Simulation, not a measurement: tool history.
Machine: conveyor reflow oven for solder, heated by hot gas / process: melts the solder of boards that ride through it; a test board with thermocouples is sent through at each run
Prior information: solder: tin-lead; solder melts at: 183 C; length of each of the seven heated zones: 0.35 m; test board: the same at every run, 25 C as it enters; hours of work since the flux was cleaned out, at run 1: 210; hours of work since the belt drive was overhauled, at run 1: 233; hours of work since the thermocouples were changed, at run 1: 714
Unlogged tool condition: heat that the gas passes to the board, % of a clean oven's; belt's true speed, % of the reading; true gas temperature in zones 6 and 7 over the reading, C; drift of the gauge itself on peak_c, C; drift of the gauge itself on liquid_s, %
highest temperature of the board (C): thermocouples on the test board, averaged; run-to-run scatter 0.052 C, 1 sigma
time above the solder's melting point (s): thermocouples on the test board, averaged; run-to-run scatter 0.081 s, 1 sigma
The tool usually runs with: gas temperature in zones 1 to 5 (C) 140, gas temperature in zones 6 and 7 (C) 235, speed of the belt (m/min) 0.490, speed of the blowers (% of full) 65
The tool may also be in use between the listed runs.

run	hour	gas temperature in zones 1 to 5 (C)	gas temperature in zones 6 and 7 (C)	speed of the belt (m/min)	speed of the blowers (% of full)	hours of work since the flux was cleaned out	hours of work since the belt drive was overhauled	hours of work since the thermocouples were changed	highest temperature of the board (C)	time above the solder's melting point (s)
1	0.0	140	235	0.490	65	210	233	714	218.12	65.28
2	12.4	140	235	0.490	65	217	240	721	218.15	65.24
3	30.5	128	235	0.490	65	228	250	731	215.61	58.58
4	48.3	128	235	0.490	65	238	261	742	215.74	58.45
5	69.1	128	235	0.490	65	250	273	754	215.55	58.49
6	84.0	128	235	0.490	65	259	282	762	215.68	58.35
# hour 88.6: thermocouples of zones 6 and 7 changed
7	110.2	128	235	0.490	65	273	296	13	212.76	55.66
8	128.7	128	235	0.490	65	284	306	23	212.71	55.73
9	141.9	128	235	0.490	65	292	314	31	212.80	55.67
10	159.2	128	235	0.490	65	301	324	41	212.68	55.63
11	177.9	128	235	0.490	65	312	335	52	212.73	55.64
12	189.8	128	235	0.490	65	319	342	59	212.74	55.49
13	201.4	140	246	0.490	80	326	349	65	227.86	73.38
14	221.8	140	246	0.490	80	338	360	77	227.85	73.21
15	232.0	132	235	0.529	65	344	366	83	210.62	50.13
16	244.2	146	235	0.529	56	351	373	90	211.24	55.80
17	265.3	136	229	0.577	65	363	386	103	203.42	38.87
18	281.2	140	232	0.481	65	372	395	112	213.29	62.27
19	298.0	144	248	0.481	65	382	405	122	227.54	75.85

Each row is a separate what-if for the run after 19, all from the same tool condition, not one after another. Results?
A	309.9	154	235	0.438	78	389	412	128	?	?
B	309.9	140	231	0.490	65	389	412	128	?	?
C	309.9	144	234	0.544	77	389	412	128	?	?
D	309.9	128	235	0.445	78	389	412	128	?	?

run	highest temperature of the board (C)	time above the solder's melting point (s)
A	223.29	86.06
B	211.81	59.45
C	214.28	57.14
D	219.03	69.26
Without the tool's hidden state the same runs would have given:
run	highest temperature of the board (C)	time above the solder's melting point (s)
A	224.57	86.42
B	213.31	60.86
C	215.99	58.45
D	220.67	70.53
